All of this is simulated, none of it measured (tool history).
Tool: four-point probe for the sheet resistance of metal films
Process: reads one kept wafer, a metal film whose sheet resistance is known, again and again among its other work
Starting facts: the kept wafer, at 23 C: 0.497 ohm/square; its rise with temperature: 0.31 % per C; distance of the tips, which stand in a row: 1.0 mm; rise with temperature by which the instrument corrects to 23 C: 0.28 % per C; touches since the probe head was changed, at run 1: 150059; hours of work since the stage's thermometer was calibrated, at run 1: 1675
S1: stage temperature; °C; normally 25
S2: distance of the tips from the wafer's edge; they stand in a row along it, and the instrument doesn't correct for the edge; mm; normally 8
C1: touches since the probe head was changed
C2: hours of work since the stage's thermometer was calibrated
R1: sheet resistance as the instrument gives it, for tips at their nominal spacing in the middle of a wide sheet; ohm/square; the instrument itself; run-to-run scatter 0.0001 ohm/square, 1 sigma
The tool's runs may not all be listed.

run,hour,S1,S2,C1,C2,R1
1,0,25,8,150059,1675,0.504164
2,87.2,25,11,154168,1728,0.502134
3,195.6,25,4,159274,1793,0.516547
# hour 214.8: new probe head fitted
4,274.2,25,12,2800,1840,0.497704
5,327.6,25,12,5318,1873,0.497615
6,448.2,25,12,10998,1945,0.497756
7,549.1,25,6,15751,2007,0.503443
8,623.9,25,6,19274,2052,0.503342
9,749.9,25,11,25210,2128,0.498409
10,831.4,25,11,29050,2177,0.49829
11,920.2,25,11,33236,2231,0.498449
12,1029.5,25,8,38382,2297,0.500428
# hour 1075.7: stage's thermometer calibrated
13,1141.4,25,8,43630,40,0.500931
14,1221.6,25,27,47407,88,0.497309
15,1295.6,25,57,50895,133,0.496976
16,1399.2,25,47,55776,196,0.497244
17,1519.7,26,8,61454,269,0.501685
18,1590.2,23,7,64773,311,0.502543
19,1647,29,5,67449,346,0.508502
20,1724.1,29,5,71084,392,0.508527
21,1807.6,25,27,75016,443,0.49796
22,1937,32,29,81113,521,0.498641
23,2044.5,32,29,86176,586,0.498626
24,2158.6,32,29,91550,655,0.49902
25,2247.1,24,35,95723,709,0.49789
26,2367.4,24,35,101388,781,0.498035
27,2423.6,25,9,104038,815,0.501378
28,2478.4,25,28,106618,849,0.498533
29,2603.9,19,4,112532,924,0.513609
30,2699.6,31,12,117039,982,0.500787
31,2773.4,28,44,120517,1027,0.498787
32,2863.1,24,3,124740,1081,0.526461

Run by run, hidden condition taken away, random variation retained:
The hidden state here: inner tips' distance over the nominal, %; tips' flats over new ones', %; wafer's true temperature over the reading, C; drift of the gauge itself on sheet_ohm, %.
run,R1
1,0.501377
2,0.499283
3,0.513528
4,0.499227
5,0.499088
6,0.49912
7,0.504737
8,0.504573
9,0.499515
10,0.499326
11,0.499399
12,0.501294
13,0.501201
14,0.49751
15,0.497112
16,0.497287
17,0.50162
18,0.502419
19,0.508327
20,0.508285
21,0.497646
22,0.498223
23,0.49812
24,0.498404
25,0.497204
26,0.497237
27,0.500529
28,0.497639
29,0.51259
30,0.499698
31,0.497643
32,0.525188
